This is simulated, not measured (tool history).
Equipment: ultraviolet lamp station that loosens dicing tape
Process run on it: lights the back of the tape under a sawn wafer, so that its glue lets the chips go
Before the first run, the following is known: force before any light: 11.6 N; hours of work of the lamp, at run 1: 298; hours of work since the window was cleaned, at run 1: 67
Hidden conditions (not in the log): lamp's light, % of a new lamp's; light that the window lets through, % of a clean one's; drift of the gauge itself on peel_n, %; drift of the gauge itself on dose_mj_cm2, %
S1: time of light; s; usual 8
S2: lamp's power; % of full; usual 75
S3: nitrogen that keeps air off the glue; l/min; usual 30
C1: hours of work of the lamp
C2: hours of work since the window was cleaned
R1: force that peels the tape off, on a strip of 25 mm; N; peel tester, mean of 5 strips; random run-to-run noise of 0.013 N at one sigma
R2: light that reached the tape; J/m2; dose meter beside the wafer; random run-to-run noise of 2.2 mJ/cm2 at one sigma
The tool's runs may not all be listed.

Run 1, hour 0: usual settings; C1 298; C2 67. Result: R1 0.582 N, R2 1880 J/m2.
Run 2, hour 9.8: usual settings but S3 53 l/min; C1 302; C2 71. Result: R1 0.346 N, R2 1910 J/m2.
Run 3, hour 19.1: usual settings but S3 53 l/min; C1 306; C2 75. Result: R1 0.354 N, R2 1920 J/m2.
Run 4, hour 32.3: usual settings; C1 312; C2 81. Result: R1 0.602 N, R2 1900 J/m2.
Run 5, hour 45.9: usual settings; C1 317; C2 86. Result: R1 0.578 N, R2 1950 J/m2.
Run 6, hour 63.6: usual settings; C1 325; C2 94. Result: R1 0.578 N, R2 1920 J/m2.
Run 7, hour 74.2: usual settings but S1 4 s; C1 329; C2 98. Result: R1 2.418 N, R2 950 J/m2.
Run 8, hour 83.3: usual settings but S1 4 s; C1 333; C2 102. Result: R1 2.442 N, R2 930 J/m2.
Run 9, hour 99.5: usual settings but S1 4 s; C1 340; C2 109. Result: R1 2.403 N, R2 980 J/m2.
Run 10, hour 113.8: usual settings; C1 346; C2 115. Result: R1 0.58 N, R2 1890 J/m2.
Run 11, hour 125.9: usual settings; C1 351; C2 120. Result: R1 0.589 N, R2 1900 J/m2.
Run 12, hour 142.4: usual settings; C1 358; C2 127. Result: R1 0.6 N, R2 1910 J/m2.
Run 13, hour 158.6: usual settings; C1 365; C2 134. Result: R1 0.611 N, R2 1880 J/m2.
Run 14, hour 172.8: usual settings; C1 371; C2 140. Result: R1 0.575 N, R2 1910 J/m2.
Run 15, hour 188.8: usual settings; C1 378; C2 147. Result: R1 0.579 N, R2 1920 J/m2.
Run 16, hour 202.1: usual settings; C1 383; C2 152. Result: R1 0.59 N, R2 1930 J/m2.
Run 17, hour 216.9: usual settings but S3 48 l/min; C1 390; C2 159. Result: R1 0.389 N, R2 1930 J/m2.
Run 18, hour 225: usual settings but S3 48 l/min; C1 393; C2 162. Result: R1 0.376 N, R2 1900 J/m2.
Run 19, hour 236.7: usual settings but S3 48 l/min; C1 398; C2 167. Result: R1 0.372 N, R2 1920 J/m2.
Run 20, hour 252.8: usual settings but S3 48 l/min; C1 405; C2 174. Result: R1 0.389 N, R2 1860 J/m2.
Run 21, hour 265.4: usual settings; C1 410; C2 179. Result: R1 0.594 N, R2 1940 J/m2.
Run 22, hour 273.7: usual settings but S1 15 s; C1 414; C2 183. Result: R1 0.166 N, R2 3610 J/m2.
Run 23, hour 288.6: usual settings but S1 6 s, S2 62 % of full; C1 420; C2 189. Result: R1 1.711 N, R2 1180 J/m2.
Run 24, hour 299.5: usual settings but S1 13 s, S2 78 % of full, S3 59 l/min; C1 425; C2 193. Result: R1 0.139 N, R2 3240 J/m2.
Run 25, hour 313.5: usual settings but S2 63 % of full, S3 56 l/min; C1 431; C2 199. Result: R1 0.525 N, R2 1610 J/m2.
Run 26, hour 326.8: usual settings but S1 7 s; C1 436; C2 205. Result: R1 0.821 N, R2 1640 J/m2.
Run 27, hour 341.9: usual settings but S2 61 % of full, S3 20 l/min; C1 443; C2 211. Result: R1 1.365 N, R2 1560 J/m2.
Run 28, hour 355.3: usual settings but S1 5 s, S2 61 % of full, S3 43 l/min; C1 448; C2 217. Result: R1 1.879 N, R2 980 J/m2.
Run 29, hour 366.1: usual settings but S1 5 s, S2 61 % of full, S3 43 l/min; C1 453; C2 222. Result: R1 1.915 N, R2 1000 J/m2.
Run 30, hour 380.8: usual settings but S1 7 s, S2 62 % of full, S3 18 l/min; C1 459; C2 228. Result: R1 1.814 N, R2 1370 J/m2.

Estimate the outcome of run 31 from the log above:
Run 31, hour 390.8: usual settings but S1 5 s, S2 79 % of full, S3 14 l/min; C1 463; C2 232. Result: R1 ?, R2 ?.

Run 31 yielded R1 2.684 N, R2 1260 J/m2.
The same run, on a tool lacking any hidden state, would have yielded R1 2.674 N, R2 1260 J/m2.
